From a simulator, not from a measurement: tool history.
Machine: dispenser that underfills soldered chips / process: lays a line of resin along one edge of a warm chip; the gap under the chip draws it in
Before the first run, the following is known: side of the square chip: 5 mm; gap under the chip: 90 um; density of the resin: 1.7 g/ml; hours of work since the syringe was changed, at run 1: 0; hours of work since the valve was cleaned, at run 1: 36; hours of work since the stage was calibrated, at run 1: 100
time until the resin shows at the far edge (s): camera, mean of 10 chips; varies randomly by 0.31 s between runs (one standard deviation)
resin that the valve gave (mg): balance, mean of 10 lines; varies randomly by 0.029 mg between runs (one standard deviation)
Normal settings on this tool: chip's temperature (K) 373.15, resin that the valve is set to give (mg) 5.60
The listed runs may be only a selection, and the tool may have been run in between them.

run    day  chip's temperature (K)  resin that the valve is set to give (mg)  hours of work since the syringe was changed  hours of work since the valve was cleaned  hours of work since the stage was calibrated  time until the resin shows at the far edge (s)  resin that the valve gave (mg)
  1  0.000                  373.15                                      5.60                                            0                                         36                                           100                                             8.8                            5.48
  2  0.279                  373.15                                      5.60                                            5                                         41                                           105                                            10.7                            5.45
     0.475  -- new syringe of resin
  3  0.492                  373.15                                      5.60                                            0                                         44                                           108                                             9.0                            5.50
  4  0.729                  373.15                                      5.60                                            5                                         49                                           112                                            10.9                            5.42
     0.962  -- new syringe of resin
  5  1.012                  373.15                                      5.60                                            1                                         53                                           117                                             9.1                            5.35
     1.196  -- dispensing valve cleaned and set on the balance
  6  1.379                  368.15                                      5.60                                            7                                          3                                           123                                            13.3                            5.56
     1.483  -- new syringe of resin
  7  1.567                  373.15                                      5.60                                            1                                          6                                           126                                             9.4                            5.56
  8  1.879                  373.15                                      5.60                                            7                                         12                                           132                                            12.4                            5.49
     1.983  -- new syringe of resin
  9  2.267                  373.15                                      5.60                                            5                                         19                                           139                                            11.2                            5.51
     2.462  -- new syringe of resin
 10  2.508                  373.15                                      5.60                                            1                                         23                                           143                                             9.0                            5.54
 11  2.679                  373.15                                      5.60                                            4                                         26                                           146                                            10.2                            5.49
     2.942  -- new syringe of resin
 12  2.942                  373.15                                      5.60                                            0                                         30                                           150                                             8.4                            5.44
 13  3.225                  373.15                                      6.94                                            5                                         35                                           155                                            10.8                            6.76
     3.438  -- new syringe of resin
 14  3.508                  373.15                                      6.94                                            1                                         40                                           160                                             8.8                            6.75
 15  3.804                  373.15                                      6.94                                            7                                         46                                           165                                            11.9                            6.67
     3.942  -- new syringe of resin
 16  4.071                  373.15                                      5.60                                            2                                         50                                           170                                            10.4                            5.35
 17  4.325                  373.15                                      5.60                                            7                                         55                                           175                                            12.1                            5.35
     4.442  -- dispensing valve cleaned and set on the balance
     4.488  -- new syringe of resin
 18  4.733                  373.15                                      5.60                                            4                                          5                                           181                                            10.8                            5.56
     4.979  -- new syringe of resin
 19  5.092                  385.15                                      5.60                                            2                                         11                                           187                                             6.4                            5.55
 20  5.362                  374.15                                      6.88                                            7                                         16                                           192                                            11.4                            6.76
     5.475  -- new syringe of resin
 21  5.554                  374.15                                      6.88                                            1                                         19                                           195                                             9.2                            6.76
 22  5.800                  373.15                                      5.32                                            6                                         24                                           199                                            11.7                            5.22
     5.975  -- new syringe of resin
 23  6.096                  387.15                                      5.60                                            2                                         29                                           205                                             6.4                            5.46
 24  6.292                  387.15                                      6.75                                            6                                         32                                           208                                             6.6                            6.60
     6.479  -- new syringe of resin
 25  6.654                  370.15                                      5.60                                            3                                         39                                           214                                            10.5                            5.45
     6.962  -- new syringe of resin
 26  7.004                  384.15                                      6.80                                            1                                         45                                           220                                             5.9                            6.58
 27  7.388                  384.15                                      6.00                                            8                                         51                                           227                                             9.0                            5.73
     7.467  -- new syringe of resin
     7.700  -- dispensing valve cleaned and set on the balance
 28  7.833                  384.15                                      6.00                                            6                                          2                                           234                                             7.6                            5.98
     8.000  -- new syringe of resin
 29  8.238                  364.15                                      5.00                                            4                                          9                                           241                                            14.5                            4.99
     8.479  -- new syringe of resin
 30  8.608                  375.15                                      5.08                                            2                                         16                                           248                                            10.2                            5.01
 31  8.846                  375.15                                      5.08                                            7                                         20                                           252                                            11.3                            5.01
     8.975  -- new syringe of resin
 32  9.250                  375.15                                      4.88                                            5                                         27                                           259                                            11.0                            4.84
 33  9.429                  375.15                                      4.88                                            8                                         30                                           262                                            12.5                            4.71

Expected results for the next run?
     9.458  -- new syringe of resin
 34  9.625                  375.15                                      4.88                                            3                                         34                                           266                                               ?                               ?

Logged for run 34: time until the resin shows at the far edge (s) 9.5, resin that the valve gave (mg) 4.75.
Take away the tool's hidden state, keep the run-to-run variation as it was, and the same run would have given time until the resin shows at the far edge (s) 8.4, resin that the valve gave (mg) 4.88.

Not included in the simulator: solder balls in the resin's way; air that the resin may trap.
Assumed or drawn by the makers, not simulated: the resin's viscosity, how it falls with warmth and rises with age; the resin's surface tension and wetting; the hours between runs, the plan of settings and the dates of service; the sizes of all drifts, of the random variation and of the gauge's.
